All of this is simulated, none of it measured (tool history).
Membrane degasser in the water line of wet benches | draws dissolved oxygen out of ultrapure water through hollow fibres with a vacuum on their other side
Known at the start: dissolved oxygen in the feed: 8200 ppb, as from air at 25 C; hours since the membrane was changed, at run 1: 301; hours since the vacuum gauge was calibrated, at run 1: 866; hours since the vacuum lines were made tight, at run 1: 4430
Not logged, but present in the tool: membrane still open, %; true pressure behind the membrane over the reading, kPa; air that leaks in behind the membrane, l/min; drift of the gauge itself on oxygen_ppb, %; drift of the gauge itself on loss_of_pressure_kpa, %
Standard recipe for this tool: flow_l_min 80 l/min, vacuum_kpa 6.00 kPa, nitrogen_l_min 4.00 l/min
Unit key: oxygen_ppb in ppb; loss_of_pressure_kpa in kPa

run	hour	flow_l_min	vacuum_kpa	nitrogen_l_min	hours since the membrane was changed	hours since the vacuum gauge was calibrated	hours since the vacuum lines were made tight	oxygen_ppb	loss_of_pressure_kpa
1	0.0	80	6.00	4.00	301	866	4430	248.0	67.87
2	43.3	80	6.00	4.00	345	910	4473	247.0	67.62
# hour 96.9: seals of the vacuum lines changed
3	96.9	80	6.00	4.00	396	961	0	248.3	67.73
4	153.7	80	6.00	4.00	453	1018	57	250.2	67.62
5	220.2	80	6.00	4.00	519	1085	123	247.4	68.03
6	283.0	80	6.00	4.00	582	1147	186	250.4	68.04
# hour 288.1: vacuum gauge calibrated
7	319.0	80	6.00	4.00	618	31	222	248.1	67.75
8	387.0	80	6.00	4.00	686	99	290	253.0	67.87
9	420.2	80	6.00	4.00	719	132	323	256.0	68.28
10	455.5	80	6.00	4.00	754	167	358	258.2	68.01
11	502.2	127	6.00	2.21	801	214	405	790.9	108.25
12	566.4	108	6.00	3.24	865	278	469	537.9	92.04
13	603.5	80	5.79	3.91	902	315	506	247.4	68.31
# hour 640.3: vacuum gauge calibrated, once more
14	651.3	80	5.79	4.00	949	11	553	232.4	68.14
15	712.2	80	3.76	4.00	1010	72	614	144.3	68.49
16	779.2	55	6.00	5.17	1077	139	681	93.1	46.85
17	824.0	108	4.44	6.79	1122	184	726	370.7	92.55
18	895.2	54	6.00	4.00	1193	255	797	107.3	46.25
19	936.6	125	6.00	4.00	1235	296	839	640.6	107.11

Branching from run 19: 3 alternative next runs. What would each branch give?
A	981.6	104	6.46	3.70	1280	341	884	?	?
B	981.6	112	12.07	4.00	1280	341	884	?	?
C	981.6	80	6.36	4.00	1280	341	884	?	?

run	oxygen_ppb	loss_of_pressure_kpa
A	477.0	88.68
B	842.5	96.17
C	260.5	68.53
With no hidden state in the tool, these same runs would have given:
run	oxygen_ppb	loss_of_pressure_kpa
A	460.2	87.36
B	824.5	94.75
C	250.8	67.52
